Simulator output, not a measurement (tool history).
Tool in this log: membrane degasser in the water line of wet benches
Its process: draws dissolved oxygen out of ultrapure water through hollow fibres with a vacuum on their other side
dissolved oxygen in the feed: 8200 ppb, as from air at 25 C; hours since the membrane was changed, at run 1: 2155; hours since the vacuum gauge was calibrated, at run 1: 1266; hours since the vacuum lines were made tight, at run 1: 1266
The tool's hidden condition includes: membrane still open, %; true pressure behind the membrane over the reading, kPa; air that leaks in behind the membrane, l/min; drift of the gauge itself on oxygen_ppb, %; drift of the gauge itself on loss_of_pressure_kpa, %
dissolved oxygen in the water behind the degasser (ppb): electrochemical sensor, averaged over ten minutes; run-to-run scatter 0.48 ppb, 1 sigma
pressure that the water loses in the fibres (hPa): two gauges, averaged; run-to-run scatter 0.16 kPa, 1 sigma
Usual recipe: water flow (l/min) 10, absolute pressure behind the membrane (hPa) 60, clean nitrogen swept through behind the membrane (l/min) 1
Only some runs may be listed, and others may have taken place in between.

run   hour  water flow (l/min)  absolute pressure behind the membrane (hPa)  clean nitrogen swept through behind the membrane (l/min)  hours since the membrane was changed  hours since the vacuum gauge was calibrated  hours since the vacuum lines were made tight  dissolved oxygen in the water behind the degasser (ppb)  pressure that the water loses in the fibres (hPa)
  1      0                  10                                           60                                                         1                                  2155                                         1266                                          1266                                                     72.7                                              327.8
  2  142.6                  10                                           60                                                         1                                  2298                                         1409                                          1409                                                     73.1                                              331.5
  3  296.2                  10                                           60                                                         1                                  2452                                         1562                                          1562                                                     73.6                                              332.8
  4  439.3                  10                                           60                                                         1                                  2595                                         1705                                          1705                                                     73.7                                              331.7
  5  592.8                  10                                           60                                                         1                                  2748                                         1859                                          1859                                                     73.9                                              329.2
  6  695.8                  10                                           60                                                         1                                  2851                                         1962                                          1962                                                     73.8                                              331.6
  7  813.1                  10                                         75.8                                                         1                                  2968                                         2079                                          2079                                                    111.8                                              330.4
  8  973.8                  10                                         75.8                                                         1                                  3129                                         2240                                          2240                                                    111.4                                              333.3

Estimate the outcome of run 9 from the log above:
  9  1153.8                  10                                         75.8                                                         1                                  3309                                         2420                                          2420                                                        ?                                                  ?

For run 9 the tool returned dissolved oxygen in the water behind the degasser (ppb) 112.1, pressure that the water loses in the fibres (hPa) 334.2.
With no hidden state in the tool, this same run would have given dissolved oxygen in the water behind the degasser (ppb) 107.1, pressure that the water loses in the fibres (hPa) 328.3.

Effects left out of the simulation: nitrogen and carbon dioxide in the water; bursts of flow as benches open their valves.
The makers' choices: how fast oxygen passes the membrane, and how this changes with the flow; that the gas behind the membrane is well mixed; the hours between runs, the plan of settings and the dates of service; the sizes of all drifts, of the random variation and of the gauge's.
